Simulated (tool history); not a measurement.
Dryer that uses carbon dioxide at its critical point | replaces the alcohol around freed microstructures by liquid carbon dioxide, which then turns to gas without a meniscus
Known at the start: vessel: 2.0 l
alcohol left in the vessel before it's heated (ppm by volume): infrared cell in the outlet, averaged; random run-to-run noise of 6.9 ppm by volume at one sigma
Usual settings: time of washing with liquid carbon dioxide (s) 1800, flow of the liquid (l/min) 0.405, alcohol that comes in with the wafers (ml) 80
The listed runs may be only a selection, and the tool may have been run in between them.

run   hour  time of washing with liquid carbon dioxide (s)  flow of the liquid (l/min)  alcohol that comes in with the wafers (ml)  alcohol left in the vessel before it's heated (ppm by volume)
  1    0.0                                            1800                       0.405                                          80                                                            498
  2   20.0                                            1800                       0.405                                          80                                                            502
  3   38.8                                            1800                       0.405                                          80                                                            516
  4   61.8                                            1800                       0.405                                          80                                                            534
  5   79.1                                            1800                       0.405                                          80                                                            518
  6  100.2                                            1800                       0.405                                          80                                                            546
  7  116.6                                            1800                       0.405                                          80                                                            549
  8  131.6                                            1800                       0.405                                          80                                                            541
  9  151.0                                            1800                       0.405                                          80                                                            557
 10  163.7                                            1800                       0.297                                          80                                                           1588
 11  173.8                                            1800                       0.297                                          80                                                           1601
 12  186.3                                            1800                       0.518                                          80                                                            278
 13  202.9                                            1800                       0.518                                          80                                                            297
 14  225.1                                            1800                       0.631                                          80                                                            217
 15  237.7                                            1800                       0.656                                          80                                                            218
 16  250.7                                            2580                       0.316                                          80                                                            442
 17  263.8                                            2580                       0.316                                          80                                                            448
 18  275.5                                            2580                       0.396                                          80                                                            260
 19  291.2                                            1800                       0.633                                          80                                                            227
 20  308.6                                            1800                       0.633                                          80                                                            234
 21  321.5                                            2280                       0.663                                          65                                                            210
 22  342.7                                            2280                       0.663                                          65                                                            207
 23  355.6                                            1320                       0.461                                          65                                                            966
 24  373.7                                            1740                       0.371                                          65                                                            832
     390.1  -- inlet filter changed
 25  391.0                                            1740                       0.371                                          65                                                            655
 26  402.2                                            1800                       0.557                                          49                                                            247
 27  413.9                                            1380                       0.405                                          50                                                            842
 28  426.3                                            1380                       0.405                                          50                                                            820
 29  442.3                                            1380                       0.405                                          50                                                            815
 30  455.4                                            1380                       0.315                                          50                                                           1650

Each row is a separate what-if for the run after 30, all from the same tool condition, not one after another. Results?
  A  472.5                                            1800                       0.405                                          50                                                              ?
  B  472.5                                            1320                       0.661                                          80                                                              ?
  C  472.5                                            1380                       0.485                                          50                                                              ?
  D  472.5                                            1260                       0.566                                          51                                                              ?

run  alcohol left in the vessel before it's heated (ppm by volume)
  A                                                            427
  B                                                            337
  C                                                            526
  D                                                            441
Stripped of hidden state, with their random variation kept, the same runs would have yielded:
run  alcohol left in the vessel before it's heated (ppm by volume)
  A                                                            190
  B                                                            109
  C                                                            282
  D                                                            205
